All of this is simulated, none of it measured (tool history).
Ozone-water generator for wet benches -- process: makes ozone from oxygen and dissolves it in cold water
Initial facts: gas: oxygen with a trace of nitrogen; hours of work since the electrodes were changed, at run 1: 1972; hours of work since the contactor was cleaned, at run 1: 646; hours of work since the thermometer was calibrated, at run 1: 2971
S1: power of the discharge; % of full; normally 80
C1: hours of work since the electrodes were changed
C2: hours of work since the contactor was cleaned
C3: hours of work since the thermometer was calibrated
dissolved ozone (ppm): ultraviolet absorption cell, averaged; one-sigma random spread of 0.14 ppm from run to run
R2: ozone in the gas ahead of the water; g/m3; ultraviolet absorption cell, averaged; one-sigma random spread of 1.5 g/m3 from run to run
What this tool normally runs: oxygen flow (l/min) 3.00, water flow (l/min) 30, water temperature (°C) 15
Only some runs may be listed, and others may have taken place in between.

run 1 hour=0.0 | S1=80 oxygen_flow_(l/min)=3.00 water_flow_(l/min)=30 water_temperature_(°C)=15 | C1=1972 C2=646 C3=2971 | dissolved_ozone_(ppm)=16.5 R2=282.1
run 2 hour=48.6 | S1=80 oxygen_flow_(l/min)=2.32 water_flow_(l/min)=30 water_temperature_(°C)=15 | C1=2002 C2=676 C3=3002 | dissolved_ozone_(ppm)=14.8 R2=314.2
run 3 hour=119.3 | S1=80 oxygen_flow_(l/min)=2.32 water_flow_(l/min)=30 water_temperature_(°C)=15 | C1=2047 C2=721 C3=3046 | dissolved_ozone_(ppm)=15.0 R2=313.4
run 4 hour=199.4 | S1=80 oxygen_flow_(l/min)=2.32 water_flow_(l/min)=30 water_temperature_(°C)=15 | C1=2097 C2=771 C3=3097 | dissolved_ozone_(ppm)=14.9 R2=312.8
run 5 hour=286.8 | S1=80 oxygen_flow_(l/min)=2.32 water_flow_(l/min)=30 water_temperature_(°C)=15 | C1=2152 C2=826 C3=3152 | dissolved_ozone_(ppm)=14.9 R2=309.7
run 6 hour=337.2 | S1=57 oxygen_flow_(l/min)=3.00 water_flow_(l/min)=30 water_temperature_(°C)=15 | C1=2184 C2=858 C3=3183 | dissolved_ozone_(ppm)=12.7 R2=219.2
run 7 hour=415.5 | S1=57 oxygen_flow_(l/min)=3.00 water_flow_(l/min)=23 water_temperature_(°C)=15 | C1=2233 C2=907 C3=3233 | dissolved_ozone_(ppm)=16.5 R2=217.0
run 8 hour=504.7 | S1=80 oxygen_flow_(l/min)=3.00 water_flow_(l/min)=30 water_temperature_(°C)=17 | C1=2289 C2=963 C3=3289 | dissolved_ozone_(ppm)=16.4 R2=283.5
run 9 hour=550.2 | S1=80 oxygen_flow_(l/min)=3.00 water_flow_(l/min)=30 water_temperature_(°C)=17 | C1=2318 C2=992 C3=3317 | dissolved_ozone_(ppm)=16.4 R2=281.8
run 10 hour=630.4 | S1=80 oxygen_flow_(l/min)=3.00 water_flow_(l/min)=30 water_temperature_(°C)=17 | C1=2368 C2=1042 C3=3368 | dissolved_ozone_(ppm)=16.1 R2=283.8
run 11 hour=694.4 | S1=80 oxygen_flow_(l/min)=3.00 water_flow_(l/min)=30 water_temperature_(°C)=17 | C1=2408 C2=1083 C3=3408 | dissolved_ozone_(ppm)=16.3 R2=282.2
run 12 hour=752.0 | S1=80 oxygen_flow_(l/min)=3.00 water_flow_(l/min)=30 water_temperature_(°C)=17 | C1=2445 C2=1119 C3=3444 | dissolved_ozone_(ppm)=16.2 R2=283.0
run 13 hour=830.5 | S1=80 oxygen_flow_(l/min)=3.00 water_flow_(l/min)=30 water_temperature_(°C)=17 | C1=2494 C2=1168 C3=3494 | dissolved_ozone_(ppm)=16.6 R2=282.2
run 14 hour=884.0 | S1=80 oxygen_flow_(l/min)=3.00 water_flow_(l/min)=30 water_temperature_(°C)=17 | C1=2528 C2=1202 C3=3527 | dissolved_ozone_(ppm)=16.3 R2=282.1
run 15 hour=951.2 | S1=80 oxygen_flow_(l/min)=3.07 water_flow_(l/min)=30 water_temperature_(°C)=15 | C1=2570 C2=1244 C3=3570 | dissolved_ozone_(ppm)=16.8 R2=277.2
run 16 hour=1025.4 | S1=80 oxygen_flow_(l/min)=3.00 water_flow_(l/min)=30 water_temperature_(°C)=15 | C1=2617 C2=1291 C3=3616 | dissolved_ozone_(ppm)=16.3 R2=283.1
run 17 hour=1103.6 | S1=80 oxygen_flow_(l/min)=3.00 water_flow_(l/min)=30 water_temperature_(°C)=15 | C1=2666 C2=1340 C3=3666 | dissolved_ozone_(ppm)=16.6 R2=280.4
run 18 hour=1147.3 | S1=80 oxygen_flow_(l/min)=3.00 water_flow_(l/min)=30 water_temperature_(°C)=15 | C1=2693 C2=1368 C3=3693 | dissolved_ozone_(ppm)=16.7 R2=283.3
run 19 hour=1186.9 | S1=80 oxygen_flow_(l/min)=3.00 water_flow_(l/min)=30 water_temperature_(°C)=15 | C1=2718 C2=1392 C3=3718 | dissolved_ozone_(ppm)=16.7 R2=279.9
run 20 hour=1270.7 | S1=64 oxygen_flow_(l/min)=3.00 water_flow_(l/min)=30 water_temperature_(°C)=7 | C1=2771 C2=1445 C3=3771 | dissolved_ozone_(ppm)=14.6 R2=237.5
run 21 hour=1341.2 | S1=70 oxygen_flow_(l/min)=3.00 water_flow_(l/min)=38 water_temperature_(°C)=13 | C1=2815 C2=1490 C3=3815 | dissolved_ozone_(ppm)=12.0 R2=254.0
run 22 hour=1397.5 | S1=56 oxygen_flow_(l/min)=4.37 water_flow_(l/min)=30 water_temperature_(°C)=8 | C1=2851 C2=1525 C3=3850 | dissolved_ozone_(ppm)=15.1 R2=185.5
run 23 hour=1485.4 | S1=56 oxygen_flow_(l/min)=4.37 water_flow_(l/min)=34 water_temperature_(°C)=10 | C1=2906 C2=1580 C3=3906 | dissolved_ozone_(ppm)=13.4 R2=185.4
run 24 hour=1524.0 | S1=56 oxygen_flow_(l/min)=4.37 water_flow_(l/min)=34 water_temperature_(°C)=10 | C1=2930 C2=1605 C3=3930 | dissolved_ozone_(ppm)=13.3 R2=184.7
run 25 hour=1572.6 | S1=56 oxygen_flow_(l/min)=4.37 water_flow_(l/min)=32 water_temperature_(°C)=10 | C1=2961 C2=1635 C3=3961 | dissolved_ozone_(ppm)=14.0 R2=184.0
run 26 hour=1657.1 | S1=74 oxygen_flow_(l/min)=5.05 water_flow_(l/min)=21 water_temperature_(°C)=10 | C1=3014 C2=1688 C3=4014 | dissolved_ozone_(ppm)=26.1 R2=215.2
run 27 hour=1725.0 | S1=74 oxygen_flow_(l/min)=5.05 water_flow_(l/min)=21 water_temperature_(°C)=10 | C1=3057 C2=1731 C3=4056 | dissolved_ozone_(ppm)=26.1 R2=214.5
-- hour=1773.4 contactor cleaned
run 28 hour=1773.4 | S1=74 oxygen_flow_(l/min)=5.05 water_flow_(l/min)=21 water_temperature_(°C)=10 | C1=3085 C2=0 C3=4084 | dissolved_ozone_(ppm)=26.2 R2=214.7
run 29 hour=1857.6 | S1=74 oxygen_flow_(l/min)=3.54 water_flow_(l/min)=21 water_temperature_(°C)=18 | C1=3138 C2=53 C3=4137 | dissolved_ozone_(ppm)=22.2 R2=247.0
run 30 hour=1908.9 | S1=80 oxygen_flow_(l/min)=3.00 water_flow_(l/min)=30 water_temperature_(°C)=22 | C1=3170 C2=85 C3=4170 | dissolved_ozone_(ppm)=15.7 R2=280.3
run 31 hour=2000.4 | S1=80 oxygen_flow_(l/min)=3.00 water_flow_(l/min)=30 water_temperature_(°C)=22 | C1=3227 C2=143 C3=4227 | dissolved_ozone_(ppm)=15.8 R2=283.1
run 32 hour=2070.2 | S1=80 oxygen_flow_(l/min)=3.00 water_flow_(l/min)=26 water_temperature_(°C)=22 | C1=3271 C2=187 C3=4271 | dissolved_ozone_(ppm)=18.0 R2=280.5
run 33 hour=2112.9 | S1=80 oxygen_flow_(l/min)=3.00 water_flow_(l/min)=26 water_temperature_(°C)=22 | C1=3298 C2=214 C3=4298 | dissolved_ozone_(ppm)=17.6 R2=282.2

Predict each of these 4 candidate next runs independently; none follows another, all start after run 33:
run A hour=2162.4 | S1=49 oxygen_flow_(l/min)=3.00 water_flow_(l/min)=30 water_temperature_(°C)=15 | C1=3329 C2=245 C3=4329 | dissolved_ozone_(ppm)=? R2=?
run B hour=2162.4 | S1=80 oxygen_flow_(l/min)=3.85 water_flow_(l/min)=29 water_temperature_(°C)=11 | C1=3329 C2=245 C3=4329 | dissolved_ozone_(ppm)=? R2=?
run C hour=2162.4 | S1=84 oxygen_flow_(l/min)=3.00 water_flow_(l/min)=28 water_temperature_(°C)=16 | C1=3329 C2=245 C3=4329 | dissolved_ozone_(ppm)=? R2=?
run D hour=2162.4 | S1=80 oxygen_flow_(l/min)=5.27 water_flow_(l/min)=32 water_temperature_(°C)=16 | C1=3329 C2=245 C3=4329 | dissolved_ozone_(ppm)=? R2=?

run=A dissolved_ozone_(ppm)=11.4 R2=192.8
run=B dissolved_ozone_(ppm)=19.3 R2=252.7
run=C dissolved_ozone_(ppm)=18.3 R2=291.4
run=D dissolved_ozone_(ppm)=18.5 R2=223.5
The same runs, with their run-to-run variation unchanged, on a tool lacking any hidden condition would have given:
run=A dissolved_ozone_(ppm)=11.5 R2=193.1
run=B dissolved_ozone_(ppm)=19.4 R2=253.3
run=C dissolved_ozone_(ppm)=18.4 R2=292.0
run=D dissolved_ozone_(ppm)=18.6 R2=224.0
